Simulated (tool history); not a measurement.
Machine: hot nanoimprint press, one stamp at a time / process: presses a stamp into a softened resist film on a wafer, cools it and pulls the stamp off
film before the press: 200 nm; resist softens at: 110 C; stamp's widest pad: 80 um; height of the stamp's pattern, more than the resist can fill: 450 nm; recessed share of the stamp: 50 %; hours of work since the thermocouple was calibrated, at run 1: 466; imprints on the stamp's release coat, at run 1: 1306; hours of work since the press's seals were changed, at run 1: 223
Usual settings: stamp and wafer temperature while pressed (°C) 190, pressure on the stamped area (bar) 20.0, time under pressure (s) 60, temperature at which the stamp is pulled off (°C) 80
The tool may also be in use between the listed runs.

run,hour,stamp and wafer temperature while pressed (°C),pressure on the stamped area (bar),time under pressure (s),temperature at which the stamp is pulled off (°C),hours of work since the thermocouple was calibrated,imprints on the stamp's release coat,hours of work since the press's seals were changed,resist left under the stamp's widest pad (angstrom),greatest force while the stamp is pulled off (N)
1,0.0,190,20.0,60,80,466,1306,223,761,249
# hour 10.4: plate thermocouple calibrated
2,56.3,190,20.0,60,80,34,1466,262,818,289
3,100.2,190,25.8,60,80,66,1598,295,724,275
4,149.6,190,25.8,60,80,102,1747,331,724,291
5,225.8,190,25.8,60,80,158,1975,387,720,303
6,270.4,190,25.8,60,80,191,2109,420,714,295
7,304.9,190,20.0,60,80,216,2213,445,802,305
# hour 375.8: stamp cleaned and given a new release coat
8,375.8,190,20.0,60,80,264,0,492,798,203
9,447.9,190,20.0,56,80,317,216,545,818,221
10,495.4,190,20.0,56,80,352,359,580,811,222
11,539.5,190,20.0,56,80,384,491,613,809,220
12,598.9,190,20.0,56,80,428,669,656,811,232
# hour 662.4: plate thermocouple calibrated
13,669.7,190,20.0,78,80,5,873,706,762,261
# hour 712.5: press's hydraulic seals changed and the load cell set to zero
14,745.0,190,20.0,78,80,55,1075,24,732,262
15,780.6,190,20.0,78,80,81,1182,50,734,263
16,823.4,190,20.0,78,80,112,1311,81,730,266
17,880.0,199,30.5,99,70,154,1481,123,339,323
18,952.7,199,30.5,99,70,207,1699,176,340,336
19,1013.5,199,30.5,97,70,252,1882,221,340,348
20,1085.8,190,20.0,60,77,305,2099,274,789,317
21,1132.5,200,20.0,60,80,339,2239,308,498,308
22,1168.7,200,20.0,60,80,366,2348,335,499,302
# hour 1198.0: stamp cleaned and given a new release coat
23,1243.3,190,20.0,60,80,416,135,385,779,219
# hour 1323.5: plate thermocouple calibrated
24,1326.0,190,20.0,60,80,2,375,444,830,229
25,1373.6,188,17.9,63,80,37,518,479,928,232
26,1409.0,188,17.9,63,80,63,624,505,927,242
27,1481.7,188,17.9,63,80,116,843,558,922,242
28,1556.7,201,17.9,52,74,171,1068,613,550,289
29,1630.6,201,15.4,64,66,225,1290,667,538,331

Hidden state at the last listed run before each entry between runs and at the first one after, where it differs:
From run 1 to run 2: plate thermocouple calibrated (hour 10.4)
  true temperature over the reading, C: 1.65 -> 0.05; pressure that arrives at the usual setting, %: 98.23 -> 97.93; grip of the stamp's worn release coat, % over a new coat's: 25.2 -> 28.4
  measured result minus the result with no hidden state, resist left under the stamp's widest pad (angstrom): -54 -> +6; greatest force while the stamp is pulled off (N): +43 -> +64
From run 7 to run 8: stamp cleaned and given a new release coat (hour 375.8)
  true temperature over the reading, C: 0.65 -> 0.81; pressure that arrives at the usual setting, %: 96.48 -> 96.09; grip of the stamp's worn release coat, % over a new coat's: 44.3 -> 0
  measured result minus the result with no hidden state, resist left under the stamp's widest pad (angstrom): -11 -> -15; greatest force while the stamp is pulled off (N): +91 -> -4
From run 12 to run 13: plate thermocouple calibrated (hour 662.4)
  true temperature over the reading, C: 1.35 -> -0.12; pressure that arrives at the usual setting, %: 94.86 -> 94.5; grip of the stamp's worn release coat, % over a new coat's: 12.5 -> 16.5
  measured result minus the result with no hidden state, resist left under the stamp's widest pad (angstrom): -31 -> +26; greatest force while the stamp is pulled off (N): +20 -> +37
From run 13 to run 14: press's hydraulic seals changed and the load cell set to zero (hour 712.5)
  true temperature over the reading, C: -0.12 -> 0.03; pressure that arrives at the usual setting, %: 94.5 -> 100.14; grip of the stamp's worn release coat, % over a new coat's: 16.5 -> 20.5
  measured result minus the result with no hidden state, resist left under the stamp's widest pad (angstrom): +26 -> -1; greatest force while the stamp is pulled off (N): +37 -> +44
From run 22 to run 23: stamp cleaned and given a new release coat (hour 1198.0)
  true temperature over the reading, C: 1.07 -> 1.24; pressure that arrives at the usual setting, %: 97.81 -> 97.43; grip of the stamp's worn release coat, % over a new coat's: 47.2 -> 2.5
  measured result minus the result with no hidden state, resist left under the stamp's widest pad (angstrom): -18 -> -37; greatest force while the stamp is pulled off (N): +93 -> +0
From run 23 to run 24: plate thermocouple calibrated (hour 1323.5)
  true temperature over the reading, C: 1.24 -> 0.02; pressure that arrives at the usual setting, %: 97.43 -> 96.98; grip of the stamp's worn release coat, % over a new coat's: 2.5 -> 6.9
  measured result minus the result with no hidden state, resist left under the stamp's widest pad (angstrom): -37 -> +11; greatest force while the stamp is pulled off (N): +0 -> +15
